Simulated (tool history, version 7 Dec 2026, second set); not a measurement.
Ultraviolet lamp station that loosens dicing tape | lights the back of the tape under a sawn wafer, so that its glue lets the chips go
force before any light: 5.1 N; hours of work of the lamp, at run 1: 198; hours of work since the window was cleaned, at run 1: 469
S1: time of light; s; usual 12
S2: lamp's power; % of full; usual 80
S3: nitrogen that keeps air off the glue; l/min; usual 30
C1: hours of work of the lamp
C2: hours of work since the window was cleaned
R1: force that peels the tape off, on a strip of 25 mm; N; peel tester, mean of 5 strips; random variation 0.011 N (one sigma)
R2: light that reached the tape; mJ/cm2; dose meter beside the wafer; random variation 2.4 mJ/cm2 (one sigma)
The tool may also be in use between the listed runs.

{"run": 1, "day": 0.0, "S1": 12, "S2": 80, "S3": 30, "C1": 198, "C2": 469, "R1": 0.647, "R2": 221}
{"run": 2, "day": 0.583, "S1": 12, "S2": 80, "S3": 30, "C1": 204, "C2": 475, "R1": 0.695, "R2": 217}
{"run": 3, "day": 1.229, "S1": 12, "S2": 80, "S3": 30, "C1": 211, "C2": 482, "R1": 0.66, "R2": 220}
{"run": 4, "day": 1.583, "S1": 12, "S2": 80, "S3": 30, "C1": 215, "C2": 486, "R1": 0.658, "R2": 218}
{"day": 1.638, "done": "window cleaned of glue's vapour"}
{"run": 5, "day": 2.321, "S1": 12, "S2": 80, "S3": 30, "C1": 223, "C2": 7, "R1": 0.765, "R2": 199}
{"run": 6, "day": 2.95, "S1": 12, "S2": 80, "S3": 11, "C1": 230, "C2": 14, "R1": 1.431, "R2": 201}

Run 7 comes next. What will it give?
{"run": 7, "day": 3.488, "S1": 12, "S2": 80, "S3": 11, "C1": 236, "C2": 20, "R1": "?", "R2": "?"}

R1: 1.468 N
R2: 203 mJ/cm2
Without the tool's hidden state the same run would have given R1 0.994 N, R2 266 mJ/cm2.
